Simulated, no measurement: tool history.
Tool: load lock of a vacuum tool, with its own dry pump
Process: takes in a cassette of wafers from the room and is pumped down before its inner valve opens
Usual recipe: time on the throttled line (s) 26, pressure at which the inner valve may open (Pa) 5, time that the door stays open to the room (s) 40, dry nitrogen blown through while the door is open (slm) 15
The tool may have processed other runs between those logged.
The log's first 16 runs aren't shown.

run	hour	time on the throttled line (s)	pressure at which the inner valve may open (Pa)	time that the door stays open to the room (s)	dry nitrogen blown through while the door is open (slm)	hours that the pump has run since its overhaul	times that the door has closed on its seal	incoming humidity of the room's air, %	time from the closed door until the inner valve may open (s)	rise of the pressure with all valves shut (Pa/min)
17	2559.1	26	5	40	15	4054	16514	44.8	37.1	0.053
18	2729.7	26	5	40	15	4225	16965	45	37.2	0.045
19	2864.3	26	5	40	15	4360	17321	43.4	37.1	0.05
20	3077.4	26	8	98	13	4573	17884	46.2	36.4	0.087
21	3267.7	34	10	30	26	4763	18388	46.9	43.1	0.042
22	3391	18	6	36	26	4886	18714	47.5	30.2	0.052
23	3608.3	26	6	62	7	5104	19289	46.8	36.9	0.082
24	3737.6	16	5	40	35	5233	19631	40	28.6	0.044
25	3887.4	16	5	40	35	5383	20027	46.1	28.5	0.045
26	4019	26	5	40	32	5514	20375	46.1	37.4	0.044
27	4197.2	26	5	40	24	5693	20846	42.3	37.3	0.053
28	4309.8	26	5	136	5	5805	21144	46.3	37.6	0.147
29	4408.4	26	5	136	5	5904	21405	45	37.3	0.14
30	4623.2	26	5	136	5	6119	21973	45.3	37.2	0.133
31	4764.2	24	5	125	5	6260	22346	44.3	35.9	0.123
32	4984.5	26	5	40	40	6480	22928	43.8	37.5	0.042
33	5184.4	52	7	40	15	6680	23457	49.1	59.4	0.064
34	5307.4	52	7	40	15	6803	23782	47.3	60.1	0.066
35	5479.3	37	7	40	12	6975	24237	46.5	46.6	0.062
36	5661.9	26	5	230	26	7157	24720	48.3	37.7	0.119
37	5820.8	14	5	192	15	7316	25141	44	27.2	0.131

Alternative continuations, all from the tool just after run 37; predict every row:
A	5980	26	5	205	15	7475	25561	43.3	?	?
B	5980	25	5	40	21	7475	25561	44	?	?
C	5980	26	5	40	5	7475	25561	43.3	?	?

run	time from the closed door until the inner valve may open (s)	rise of the pressure with all valves shut (Pa/min)
A	37.4	0.133
B	36.6	0.059
C	37.7	0.081
Take away the tool's hidden state, keep each run's random variation, and the runs would have read:
run	time from the closed door until the inner valve may open (s)	rise of the pressure with all valves shut (Pa/min)
A	36.3	0.103
B	35.5	0.029
C	36.6	0.051

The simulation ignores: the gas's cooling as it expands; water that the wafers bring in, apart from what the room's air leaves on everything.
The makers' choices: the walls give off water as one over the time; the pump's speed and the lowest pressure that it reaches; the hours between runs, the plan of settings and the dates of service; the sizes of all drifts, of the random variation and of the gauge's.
